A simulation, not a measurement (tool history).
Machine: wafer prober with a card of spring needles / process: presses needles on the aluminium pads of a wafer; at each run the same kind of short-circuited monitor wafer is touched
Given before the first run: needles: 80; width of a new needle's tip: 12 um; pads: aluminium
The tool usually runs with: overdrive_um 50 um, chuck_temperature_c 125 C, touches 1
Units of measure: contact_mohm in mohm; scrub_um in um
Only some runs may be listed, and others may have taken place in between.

run	hour	overdrive_um	chuck_temperature_c	touches	contact_mohm	scrub_um
1	0	50	125	1	345	10.27
# hour 5.6: tips cleaned on abrasive film
# hour 20.2: tips cleaned on abrasive film
2	23.8	50	116	1	322	10.24
# hour 33.2: tips cleaned on abrasive film
# hour 48.2: tips cleaned on abrasive film
3	58.8	36	116	1	480	7.35
# hour 62: tips cleaned on abrasive film
# hour 77.1: tips cleaned on abrasive film
# hour 92.2: tips cleaned on abrasive film
4	94.7	36	116	1	368	7.27
# hour 107.1: tips cleaned on abrasive film
# hour 121.8: tips cleaned on abrasive film
# hour 137: tips cleaned on abrasive film
# hour 149.9: tips cleaned on abrasive film
5	149.9	36	116	1	246	7.23
# hour 162.4: tips cleaned on abrasive film
# hour 177.2: tips cleaned on abrasive film
6	177.2	36	116	1	243	7.18
# hour 192.3: tips cleaned on abrasive film
7	204.4	36	116	1	510	7.19
# hour 207.5: tips cleaned on abrasive film
# hour 220: tips cleaned on abrasive film
# hour 235.6: tips cleaned on abrasive film
# hour 250.3: tips cleaned on abrasive film
8	250.4	34	125	1	280	6.68
# hour 265.2: tips cleaned on abrasive film
9	274.5	34	125	1	533	6.64
# hour 277.7: tips cleaned on abrasive film
# hour 292.3: tips cleaned on abrasive film
# hour 307: tips cleaned on abrasive film
# hour 322.6: tips cleaned on abrasive film
10	325.5	50	31	1	311	9.94
# hour 337.6: tips cleaned on abrasive film
# hour 353.2: tips cleaned on abrasive film
11	356	50	100	1	305	9.88
# hour 367.4: tips cleaned on abrasive film
# hour 381.6: tips cleaned on abrasive film
12	381.6	50	100	1	233	9.92
# hour 392.8: height of the first contact set anew
# hour 395.7: tips cleaned on abrasive film
13	405	50	100	1	358	10.31
# hour 408.2: tips cleaned on abrasive film
# hour 423.8: tips cleaned on abrasive film
14	435.5	50	100	1	372	10.29
# hour 437.9: tips cleaned on abrasive film
# hour 453: tips cleaned on abrasive film
# hour 465.5: tips cleaned on abrasive film
# hour 477.9: tips cleaned on abrasive film
15	478.1	50	100	1	234	10.21
# hour 492.3: tips cleaned on abrasive film
# hour 504.8: tips cleaned on abrasive film
16	505.5	40	125	1	282	8.1
# hour 517.4: tips cleaned on abrasive film
# hour 532.9: tips cleaned on abrasive film
# hour 545.3: tips cleaned on abrasive film
# hour 560.5: tips cleaned on abrasive film
17	560.6	32	125	1	285	6.36
# hour 576: tips cleaned on abrasive film
# hour 590.8: tips cleaned on abrasive film
18	597.8	66	36	1	290	13.33
# hour 604.1: tips cleaned on abrasive film
# hour 619.4: tips cleaned on abrasive film
# hour 633: tips cleaned on abrasive film
19	633	66	36	1	199	13.35
# hour 648.6: tips cleaned on abrasive film
# hour 661.1: tips cleaned on abrasive film
20	663	66	36	1	239	13.23

What will run 21 give?
# hour 675.4: tips cleaned on abrasive film
# hour 690.1: tips cleaned on abrasive film
# hour 705.3: tips cleaned on abrasive film
21	706.3	50	27	1	?	?

{"run 21": {"contact_mohm": 252, "scrub_um": 9.94}}
Without the tool's hidden state the same run would have given contact_mohm 188 mohm, scrub_um 10.32 um.
